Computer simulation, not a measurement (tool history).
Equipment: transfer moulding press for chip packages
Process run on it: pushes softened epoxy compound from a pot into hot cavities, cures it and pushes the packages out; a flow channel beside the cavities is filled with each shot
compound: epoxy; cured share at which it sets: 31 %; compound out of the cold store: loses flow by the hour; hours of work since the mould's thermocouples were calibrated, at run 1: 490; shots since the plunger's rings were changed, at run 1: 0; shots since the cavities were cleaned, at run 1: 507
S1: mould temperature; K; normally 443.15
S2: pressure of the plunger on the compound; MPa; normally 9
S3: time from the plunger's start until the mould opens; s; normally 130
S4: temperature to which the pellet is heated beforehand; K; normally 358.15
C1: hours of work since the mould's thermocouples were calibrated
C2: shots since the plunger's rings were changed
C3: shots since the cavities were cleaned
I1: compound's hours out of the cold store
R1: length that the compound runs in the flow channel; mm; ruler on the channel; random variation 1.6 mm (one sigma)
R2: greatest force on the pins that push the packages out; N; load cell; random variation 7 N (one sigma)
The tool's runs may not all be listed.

Run 1, hour 0: usual settings; C1 490; C2 0; C3 507; I1 11.3. Result: R1 803 mm, R2 494 N.
At hour 5.4: cavities cleaned with cleaning compound and waxed.
At hour 28.3: mould's thermocouples calibrated.
Run 2, hour 46.3: usual settings; C1 12; C2 378; C3 343; I1 27.2. Result: R1 771 mm, R2 668 N.
At hour 68.7: cavities cleaned with cleaning compound and waxed.
At hour 136.9: cavities cleaned with cleaning compound and waxed.
Run 3, hour 140.6: usual settings; C1 72; C2 1183; C3 33; I1 25.4. Result: R1 771 mm, R2 312 N.
At hour 197.5: cavities cleaned with cleaning compound and waxed.
Run 4, hour 204.9: usual settings but S2 8.29 MPa; C1 113; C2 1736; C3 65; I1 34.6. Result: R1 715 mm, R2 334 N.
At hour 259.9: cavities cleaned with cleaning compound and waxed.
Run 5, hour 296.9: usual settings but S2 8.29 MPa; C1 172; C2 2534; C3 326; I1 39.4. Result: R1 701 mm, R2 449 N.
At hour 316.4: plunger's sealing rings changed.
At hour 324.2: cavities cleaned with cleaning compound and waxed.
At hour 385: cavities cleaned with cleaning compound and waxed.
Run 6, hour 385: usual settings but S2 8.29 MPa; C1 226; C2 578; C3 0; I1 25.6. Result: R1 742 mm, R2 280 N.
At hour 447.4: cavities cleaned with cleaning compound and waxed.
Run 7, hour 464.5: usual settings but S2 8.29 MPa; C1 277; C2 1266; C3 151; I1 45.2. Result: R1 702 mm, R2 364 N.
At hour 511.5: cavities cleaned with cleaning compound and waxed.
Run 8, hour 517.8: usual settings but S2 8.29 MPa; C1 311; C2 1722; C3 54; I1 37.7. Result: R1 712 mm, R2 320 N.
At hour 523.3: cavities cleaned with cleaning compound and waxed, once more.
Run 9, hour 579.3: usual settings but S2 8.29 MPa; C1 351; C2 2252; C3 494; I1 15.5. Result: R1 751 mm, R2 464 N.
At hour 586.6: cavities cleaned with cleaning compound and waxed.
At hour 623.7: plunger's sealing rings changed.
At hour 656: cavities cleaned with cleaning compound and waxed.
Run 10, hour 671.2: usual settings but S2 9.95 MPa; C1 407; C2 406; C3 134; I1 34.8. Result: R1 791 mm, R2 343 N.
At hour 718.4: cavities cleaned with cleaning compound and waxed.
Run 11, hour 753.2: usual settings but S2 9.95 MPa; C1 460; C2 1115; C3 306; I1 16.6. Result: R1 827 mm, R2 427 N.
At hour 779.5: cavities cleaned with cleaning compound and waxed.
Run 12, hour 812.1: usual settings but S2 9.95 MPa, S4 357.15 K; C1 498; C2 1622; C3 288; I1 39. Result: R1 774 mm, R2 424 N.
At hour 827.8: mould's thermocouples calibrated.
At hour 844.6: cavities cleaned with cleaning compound and waxed.
Run 13, hour 859.5: usual settings but S2 9.95 MPa, S4 357.15 K; C1 20; C2 2009; C3 131; I1 35. Result: R1 781 mm, R2 343 N.
At hour 905: cavities cleaned with cleaning compound and waxed.
Run 14, hour 915.7: usual settings but S1 438.15 K, S2 9.95 MPa, S4 360.15 K; C1 56; C2 2491; C3 94; I1 27. Result: R1 804 mm, R2 447 N.
At hour 934.3: plunger's sealing rings changed.
At hour 975.5: cavities cleaned with cleaning compound and waxed.
Run 15, hour 976.1: usual settings but S1 438.15 K, S2 10.5 MPa, S3 116 s; C1 93; C2 355; C3 4; I1 21.6. Result: R1 862 mm, R2 461 N.
At hour 1043.8: cavities cleaned with cleaning compound and waxed.
Run 16, hour 1046.3: usual settings but S1 437.15 K, S2 7.4 MPa, S3 111 s, S4 357.15 K; C1 138; C2 961; C3 21; I1 26.4. Result: R1 710 mm, R2 547 N.
At hour 1109.3: cavities cleaned with cleaning compound and waxed.
Run 17, hour 1109.3: usual settings but S1 437.15 K, S2 7.4 MPa, S3 111 s, S4 357.15 K; C1 178; C2 1504; C3 0; I1 44.3. Result: R1 672 mm, R2 517 N.
At hour 1169.7: cavities cleaned with cleaning compound and waxed.
Run 18, hour 1177.3: usual settings but S1 437.15 K, S2 7.4 MPa, S3 111 s, S4 357.15 K; C1 221; C2 2090; C3 66; I1 36.9. Result: R1 683 mm, R2 625 N.
Run 19, hour 1220.4: usual settings but S1 437.15 K, S2 7.4 MPa, S3 111 s, S4 357.15 K; C1 250; C2 2470; C3 446; I1 44.2. Result: R1 664 mm, R2 847 N.
At hour 1230.4: cavities cleaned with cleaning compound and waxed.
At hour 1243.2: plunger's sealing rings changed.
Run 20, hour 1287: usual settings but S2 7.02 MPa, S4 368.15 K; C1 291; C2 387; C3 477; I1 12.5. Result: R1 710 mm, R2 467 N.
At hour 1296.4: cavities cleaned with cleaning compound and waxed.
Run 21, hour 1329.8: usual settings but S1 439.15 K, S4 351.15 K; C1 318; C2 751; C3 294; I1 45.2. Result: R1 741 mm, R2 489 N.
At hour 1363.3: cavities cleaned with cleaning compound and waxed.
Run 22, hour 1371: usual settings but S1 439.15 K, S3 127 s, S4 351.15 K; C1 344; C2 1101; C3 68; I1 22. Result: R1 790 mm, R2 428 N.
At hour 1424.2: cavities cleaned with cleaning compound and waxed.
Run 23, hour 1455.5: usual settings but S1 450.15 K, S2 9.22 MPa, S3 111 s, S4 367.15 K; C1 398; C2 1833; C3 276; I1 35.4. Result: R1 737 mm, R2 402 N.
At hour 1489.5: cavities cleaned with cleaning compound and waxed.
Run 24, hour 1515.6: usual settings but S1 446.15 K, S3 156 s, S4 362.15 K; C1 437; C2 2350; C3 230; I1 11.4. Result: R1 784 mm, R2 329 N.
At hour 1551.5: plunger's sealing rings changed.
At hour 1553: cavities cleaned with cleaning compound and waxed.
Run 25, hour 1596: usual settings but S1 446.15 K, S3 156 s, S4 362.15 K; C1 487; C2 380; C3 380; I1 41.5. Result: R1 733 mm, R2 375 N.

Predict each of these 4 candidate next runs independently; none follows another, all start after run 25:
At hour 1613.8: cavities cleaned with cleaning compound and waxed.
At hour 1628.8: mould's thermocouples calibrated.
Run A, hour 1656.6: usual settings but S1 446.15 K, S3 156 s, S4 360.15 K; C1 18; C2 883; C3 359; I1 18.3. Result: R1 ?, R2 ?.
At hour 1613.8: cavities cleaned with cleaning compound and waxed.
At hour 1628.8: mould's thermocouples calibrated.
Run B, hour 1656.6: usual settings but S2 8.35 MPa, S3 139 s; C1 18; C2 883; C3 359; I1 37.7. Result: R1 ?, R2 ?.
At hour 1613.8: cavities cleaned with cleaning compound and waxed.
At hour 1628.8: mould's thermocouples calibrated.
Run C, hour 1656.6: usual settings but S1 448.15 K, S3 156 s, S4 363.15 K; C1 18; C2 883; C3 359; I1 29.7. Result: R1 ?, R2 ?.
At hour 1613.8: cavities cleaned with cleaning compound and waxed.
At hour 1628.8: mould's thermocouples calibrated.
Run D, hour 1656.6: usual settings but S2 10.06 MPa, S3 158 s, S4 352.15 K; C1 18; C2 883; C3 359; I1 23.6. Result: R1 ?, R2 ?.

run   R1   R2
  A  781  394
  B  717  429
  C  749  375
  D  817  386
What these runs would have given with no unlogged condition in the tool:
run   R1   R2
  A  791  245
  B  726  265
  C  759  231
  D  827  238
